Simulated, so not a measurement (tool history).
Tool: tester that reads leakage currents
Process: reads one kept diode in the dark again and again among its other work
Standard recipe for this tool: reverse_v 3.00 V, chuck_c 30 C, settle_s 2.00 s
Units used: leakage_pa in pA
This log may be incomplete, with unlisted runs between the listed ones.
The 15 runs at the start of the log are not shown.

run	hour	reverse_v	chuck_c	settle_s	leakage_pa
16	1530.6	3.00	21	2.00	105.15
17	1631.4	3.00	21	2.00	105.25
# hour 1671.6: probe card cleaned and baked, once more
18	1707.1	3.00	30	1.82	217.78
19	1775.2	3.00	30	1.82	217.85
# hour 1811.4: tester calibrated
20	1888.4	3.00	30	1.82	226.94
21	2009.0	3.00	30	1.82	225.52
# hour 2065.2: chuck's temperature calibrated
22	2155.1	3.00	41	1.82	495.14
23	2236.2	3.00	41	0.49	495.49
24	2343.5	1.67	41	0.94	368.18
25	2462.4	6.84	28	2.00	274.51
26	2528.4	1.34	33	0.76	177.43
27	2588.6	1.34	33	0.76	176.93
28	2657.7	1.34	21	0.83	66.89
29	2723.5	3.96	24	1.25	151.02
30	2829.9	2.73	33	0.37	259.19
31	2908.7	2.73	33	0.37	259.06
32	2987.9	3.00	30	3.63	212.87
33	3127.7	6.44	41	1.68	741.61
# hour 3170.7: probe card cleaned and baked
34	3191.0	6.44	41	1.68	740.47
35	3282.7	3.00	41	2.04	502.62
36	3404.0	1.01	30	2.53	121.81
37	3541.5	1.01	30	2.53	123.32
38	3654.3	1.01	30	2.53	122.57
39	3797.6	14.56	24	0.47	308.97
40	3889.8	14.56	24	0.47	312.37

What if the next run were any one of these 3? Each begins from the tool's condition after run 40:
A	3994.2	5.24	31	0.62	?
B	3994.2	7.78	39	0.47	?
C	3994.2	1.80	27	4.61	?

run	leakage_pa
A	315.40
B	720.36
C	130.60
What these runs would have given with no unlogged condition in the tool:
run	leakage_pa
A	301.98
B	692.44
C	124.94
